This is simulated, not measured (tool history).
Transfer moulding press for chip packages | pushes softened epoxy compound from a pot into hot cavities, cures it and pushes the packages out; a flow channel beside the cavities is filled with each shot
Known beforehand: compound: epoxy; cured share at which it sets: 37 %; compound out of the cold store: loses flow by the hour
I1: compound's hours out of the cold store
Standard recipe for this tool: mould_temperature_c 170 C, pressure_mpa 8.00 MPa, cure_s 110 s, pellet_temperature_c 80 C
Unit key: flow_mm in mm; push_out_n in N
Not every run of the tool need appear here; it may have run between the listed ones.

Run 1, hour 0.0: usual settings; I1 45.4. Result: flow_mm 821 mm, push_out_n 313 N.
At hour 8.5: cavities cleaned with cleaning compound and waxed.
Run 2, hour 18.4: usual settings but pressure_mpa 9.24 MPa; I1 41.0. Result: flow_mm 892 mm, push_out_n 308 N.
Run 3, hour 30.6: usual settings; I1 28.4. Result: flow_mm 867 mm, push_out_n 304 N.
Run 4, hour 59.2: usual settings; I1 44.5. Result: flow_mm 823 mm, push_out_n 312 N.
At hour 75.5: mould's thermocouples calibrated.
At hour 84.4: cavities cleaned with cleaning compound and waxed.
Run 5, hour 88.2: usual settings; I1 9.4. Result: flow_mm 924 mm, push_out_n 302 N.
At hour 92.0: plunger's sealing rings changed.
Run 6, hour 112.4: usual settings; I1 14.8. Result: flow_mm 908 mm, push_out_n 322 N.
Run 7, hour 124.3: usual settings but mould_temperature_c 167 C; I1 16.4. Result: flow_mm 918 mm, push_out_n 350 N.
Run 8, hour 137.0: usual settings but cure_s 103 s; I1 10.9. Result: flow_mm 921 mm, push_out_n 330 N.
At hour 159.8: cavities cleaned with cleaning compound and waxed.
Run 9, hour 166.4: usual settings but cure_s 103 s; I1 31.3. Result: flow_mm 860 mm, push_out_n 336 N.
Run 10, hour 191.4: usual settings but cure_s 103 s; I1 14.9. Result: flow_mm 908 mm, push_out_n 326 N.
Run 11, hour 204.5: usual settings but mould_temperature_c 174 C; I1 8.1. Result: flow_mm 912 mm, push_out_n 298 N.
Run 12, hour 218.2: usual settings but mould_temperature_c 174 C; I1 25.7. Result: flow_mm 858 mm, push_out_n 288 N.
Run 13, hour 231.0: usual settings; I1 8.1. Result: flow_mm 926 mm, push_out_n 305 N.
At hour 234.8: cavities cleaned with cleaning compound and waxed.
Run 14, hour 249.4: usual settings but cure_s 101 s; I1 11.1. Result: flow_mm 918 mm, push_out_n 348 N.
Run 15, hour 264.5: usual settings but cure_s 101 s; I1 24.9. Result: flow_mm 878 mm, push_out_n 340 N.
Run 16, hour 281.9: usual settings but mould_temperature_c 168 C, pressure_mpa 8.26 MPa, cure_s 130 s; I1 32.2. Result: flow_mm 879 mm, push_out_n 278 N.
Run 17, hour 304.2: usual settings but mould_temperature_c 168 C, pressure_mpa 8.26 MPa, cure_s 130 s; I1 37.7. Result: flow_mm 866 mm, push_out_n 286 N.
At hour 308.3: cavities cleaned with cleaning compound and waxed.
Run 18, hour 324.5: usual settings but mould_temperature_c 168 C, pressure_mpa 6.46 MPa, cure_s 130 s; I1 29.8. Result: flow_mm 784 mm, push_out_n 289 N.
Run 19, hour 344.0: usual settings but mould_temperature_c 168 C, pressure_mpa 6.46 MPa, cure_s 130 s; I1 24.4. Result: flow_mm 798 mm, push_out_n 291 N.
Run 20, hour 372.8: usual settings but cure_s 109 s, pellet_temperature_c 88 C; I1 18.6. Result: flow_mm 895 mm, push_out_n 314 N.
At hour 381.8: cavities cleaned with cleaning compound and waxed.
Run 21, hour 386.5: usual settings but cure_s 119 s, pellet_temperature_c 87 C; I1 43.8. Result: flow_mm 824 mm, push_out_n 289 N.
Run 22, hour 398.7: usual settings but cure_s 119 s, pellet_temperature_c 87 C; I1 45.2. Result: flow_mm 820 mm, push_out_n 279 N.
At hour 411.8: plunger's sealing rings changed.
Run 23, hour 426.0: usual settings but mould_temperature_c 172 C, cure_s 136 s; I1 34.1. Result: flow_mm 844 mm, push_out_n 282 N.
Run 24, hour 451.1: usual settings but mould_temperature_c 172 C, cure_s 136 s; I1 36.2. Result: flow_mm 835 mm, push_out_n 286 N.
At hour 457.1: cavities cleaned with cleaning compound and waxed.
Run 25, hour 480.7: usual settings but mould_temperature_c 163 C, pressure_mpa 6.85 MPa, cure_s 108 s, pellet_temperature_c 78 C; I1 11.2. Result: flow_mm 885 mm, push_out_n 487 N.
Run 26, hour 492.9: usual settings but mould_temperature_c 165 C, pressure_mpa 6.81 MPa, cure_s 94 s, pellet_temperature_c 87 C; I1 38.7. Result: flow_mm 793 mm, push_out_n 485 N.
Run 27, hour 505.2: usual settings but mould_temperature_c 165 C, pressure_mpa 6.81 MPa, cure_s 94 s, pellet_temperature_c 87 C; I1 30.6. Result: flow_mm 817 mm, push_out_n 528 N.

Alternative continuations, all from the tool just after run 27; predict every row:
Run A, hour 526.5: usual settings but pressure_mpa 6.95 MPa; I1 13.7. Result: flow_mm ?, push_out_n ?.
Run B, hour 526.5: usual settings but pressure_mpa 9.10 MPa, pellet_temperature_c 71 C; I1 9.0. Result: flow_mm ?, push_out_n ?.
Run C, hour 526.5: usual settings but mould_temperature_c 165 C, pressure_mpa 7.38 MPa, cure_s 94 s; I1 16.9. Result: flow_mm ?, push_out_n ?.

run  flow_mm  push_out_n
  A      848         311
  B      988         316
  C      891         553
Stripped of hidden state, with their random variation kept, the same runs would have yielded:
run  flow_mm  push_out_n
  A      849         305
  B      988         311
  C      891         545
